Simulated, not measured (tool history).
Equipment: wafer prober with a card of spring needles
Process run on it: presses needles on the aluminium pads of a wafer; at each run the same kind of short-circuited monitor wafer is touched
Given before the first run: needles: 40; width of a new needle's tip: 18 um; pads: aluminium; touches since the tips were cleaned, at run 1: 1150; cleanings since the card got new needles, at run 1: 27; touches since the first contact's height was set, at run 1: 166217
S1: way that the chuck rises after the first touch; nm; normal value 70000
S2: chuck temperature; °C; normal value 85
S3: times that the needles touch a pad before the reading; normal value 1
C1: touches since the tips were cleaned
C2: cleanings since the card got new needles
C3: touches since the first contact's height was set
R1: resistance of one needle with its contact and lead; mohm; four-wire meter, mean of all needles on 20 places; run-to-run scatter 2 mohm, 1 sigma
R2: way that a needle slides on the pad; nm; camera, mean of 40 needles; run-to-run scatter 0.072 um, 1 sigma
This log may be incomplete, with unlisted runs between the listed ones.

run	hour	S1	S2	S3	C1	C2	C3	R1	R2
1	0.0	70000	85	1	1150	27	166217	252	14170
2	20.1	77000	85	1	4703	27	169770	278	15560
# hour 22.3: tips cleaned on abrasive film
# hour 51.8: tips cleaned on abrasive film
3	51.8	70000	85	1	0	29	175355	229	14200
4	74.4	70000	85	1	4004	29	179359	283	14270
# hour 81.5: tips cleaned on abrasive film
5	91.5	70000	85	1	1773	30	182369	258	14080
# hour 111.9: tips cleaned on abrasive film
6	126.2	70000	85	1	2541	31	188506	271	14160
# hour 141.6: tips cleaned on abrasive film
7	142.6	70000	85	1	161	32	191383	230	14120
8	166.3	70000	116	1	4373	32	195595	290	14200
# hour 168.6: height of the first contact set anew
# hour 170.4: tips cleaned on abrasive film
# hour 200.6: tips cleaned on abrasive film
9	200.6	70000	85	2	0	34	5642	222	13800
10	227.6	70000	85	2	4784	34	10426	269	13710
# hour 230.3: tips cleaned on abrasive film
11	255.5	70000	85	1	4463	35	15348	297	13870
# hour 259.0: tips cleaned on abrasive film
12	271.0	59000	85	1	2135	36	18077	286	11490
# hour 287.4: tips cleaned on abrasive film
13	287.4	70000	85	1	0	37	20958	228	13790
# hour 300.0: height of the first contact set anew, once more
14	312.6	70000	85	1	4405	37	2229	287	14710
# hour 318.4: tips cleaned on abrasive film
# hour 348.3: tips cleaned on abrasive film
15	348.3	67000	85	2	0	39	8526	221	14140
16	370.3	70000	42	1	3898	39	12424	273	14660
# hour 378.2: tips cleaned on abrasive film
17	394.5	70000	52	1	2887	40	16693	260	14630
# hour 409.4: tips cleaned on abrasive film
18	415.4	70000	52	1	1069	41	20375	238	14620
# hour 439.9: tips cleaned on abrasive film
19	445.8	70000	66	1	1049	42	25752	239	14750
# hour 469.0: tips cleaned on abrasive film
20	477.3	80000	85	3	1472	43	31300	228	16720
# hour 497.5: tips cleaned on abrasive film
21	504.2	80000	85	3	1190	44	36048	230	16730
22	522.0	70000	41	2	4356	44	39214	258	14720
# hour 527.7: tips cleaned on abrasive film
23	538.5	70000	41	2	1907	45	42112	235	14570
24	554.2	70000	73	1	4688	45	44893	293	14520
# hour 558.0: tips cleaned on abrasive film
25	571.2	87000	86	2	2335	46	47891	235	18050
# hour 586.8: tips cleaned on abrasive film
26	603.4	75000	95	3	2939	47	53574	237	15610
# hour 616.6: tips cleaned on abrasive film
27	627.0	75000	95	3	1834	48	57734	235	15570
# hour 647.1: tips cleaned on abrasive film
28	662.9	55000	57	3	2803	49	64086	252	11380

Consider 4 possible next runs. They are alternatives, not a sequence: every one starts from the tool as it was left by run 28. What does each give?
# hour 677.2: tips cleaned on abrasive film
A	693.8	52000	76	1	2945	50	69533	?	?
# hour 677.2: tips cleaned on abrasive film
B	693.8	70000	81	1	2945	50	69533	?	?
# hour 677.2: tips cleaned on abrasive film
C	693.8	65000	63	3	2945	50	69533	?	?
# hour 677.2: tips cleaned on abrasive film
D	693.8	70000	67	1	2945	50	69533	?	?

run	R1	R2
A	318	10820
B	274	14500
C	235	13550
D	273	14490
Without the tool's unlogged condition, the same runs would have read:
run	R1	R2
A	220	11100
B	218	14780
C	211	13830
D	215	14780
